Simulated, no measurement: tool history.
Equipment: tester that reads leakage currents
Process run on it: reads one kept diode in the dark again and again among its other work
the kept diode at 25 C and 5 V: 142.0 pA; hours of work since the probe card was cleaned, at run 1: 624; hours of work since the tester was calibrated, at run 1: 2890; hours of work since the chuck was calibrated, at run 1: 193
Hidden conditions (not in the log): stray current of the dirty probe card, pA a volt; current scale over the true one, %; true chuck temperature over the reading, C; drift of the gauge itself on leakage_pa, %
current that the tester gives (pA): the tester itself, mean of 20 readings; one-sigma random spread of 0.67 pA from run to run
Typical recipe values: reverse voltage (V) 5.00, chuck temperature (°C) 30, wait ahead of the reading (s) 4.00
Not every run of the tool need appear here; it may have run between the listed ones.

run	hour	reverse voltage (V)	chuck temperature (°C)	wait ahead of the reading (s)	hours of work since the probe card was cleaned	hours of work since the tester was calibrated	hours of work since the chuck was calibrated	current that the tester gives (pA)
1	0.0	5.00	30	4.00	624	2890	193	213.85
2	111.4	5.00	30	4.00	671	2937	240	211.20
3	212.2	3.51	30	4.00	714	2979	283	180.33
4	345.6	3.51	30	4.00	770	3036	339	175.95
5	422.2	3.51	30	4.00	802	3068	372	175.41
6	522.4	5.00	26	4.00	845	3111	414	139.27
7	620.8	5.00	26	4.00	886	3152	456	136.22
8	747.4	5.00	26	4.00	940	3206	509	134.89
9	825.8	5.00	33	4.00	973	3239	543	248.00
# hour 878.9: chuck's temperature calibrated
10	1010.8	5.00	33	4.00	1051	3317	56	289.85
11	1114.2	5.00	30	4.00	1094	3360	100	219.59
12	1273.6	5.00	30	4.00	1162	3428	167	214.45
13	1374.8	5.00	30	4.00	1205	3471	210	211.99
14	1454.3	3.81	30	4.00	1238	3504	244	188.03
15	1560.5	4.05	30	4.00	1283	3549	288	189.78
16	1634.2	12.71	30	4.00	1314	3580	320	298.84
17	1795.7	12.71	30	4.00	1383	3649	388	292.12
18	1872.7	5.00	30	4.00	1415	3681	421	198.40
19	2026.5	5.00	30	4.00	1480	3746	486	194.36
20	2191.9	5.00	30	4.00	1551	3816	556	189.47
# hour 2219.7: chuck's temperature calibrated
21	2280.9	10.49	37	0.45	1587	3853	26	572.03
22	2412.5	18.18	51	0.33	1643	3909	82	2153.03
23	2490.3	5.35	30	4.00	1676	3942	115	228.49
24	2671.0	5.35	30	4.00	1752	4018	191	221.82
25	2763.6	1.38	30	8.23	1792	4058	230	128.09
26	2864.7	1.38	54	0.44	1834	4100	273	924.82
27	2955.0	1.38	54	0.44	1873	4139	311	916.87
28	3121.2	2.31	44	0.62	1943	4209	382	495.35
# hour 3163.2: tester calibrated
29	3238.7	14.92	26	0.47	1992	32	430	229.24
30	3370.0	1.73	28	0.86	2047	87	486	105.86
31	3527.0	5.20	30	0.55	2114	154	552	193.95
# hour 3555.0: chuck's temperature calibrated
# hour 3593.1: probe card cleaned and baked
32	3673.5	3.62	21	4.45	34	214	49	85.49
33	3834.8	2.28	30	6.39	102	282	117	158.48
34	3976.5	5.00	25	3.01	162	342	177	134.27
35	4121.2	5.00	25	3.01	223	403	238	132.05
36	4210.6	2.73	48	4.14	261	441	276	746.30
37	4285.3	1.50	30	2.02	293	473	308	126.75
38	4451.2	3.49	24	9.35	363	543	378	99.30
39	4544.5	1.40	30	4.00	403	582	417	118.51

What if the next run were any one of these 4? Each begins from the tool's condition after run 39:
A	4715.8	5.00	30	6.75	475	655	490	?
B	4715.8	4.28	30	4.00	475	655	490	?
C	4715.8	4.11	47	7.56	475	655	490	?
D	4715.8	18.91	48	3.93	475	655	490	?

run	current that the tester gives (pA)
A	189.92
B	179.23
C	760.00
D	1475.20
Without the tool's unlogged condition, the same runs would have read:
run	current that the tester gives (pA)
A	222.81
B	210.37
C	880.52
D	1704.54
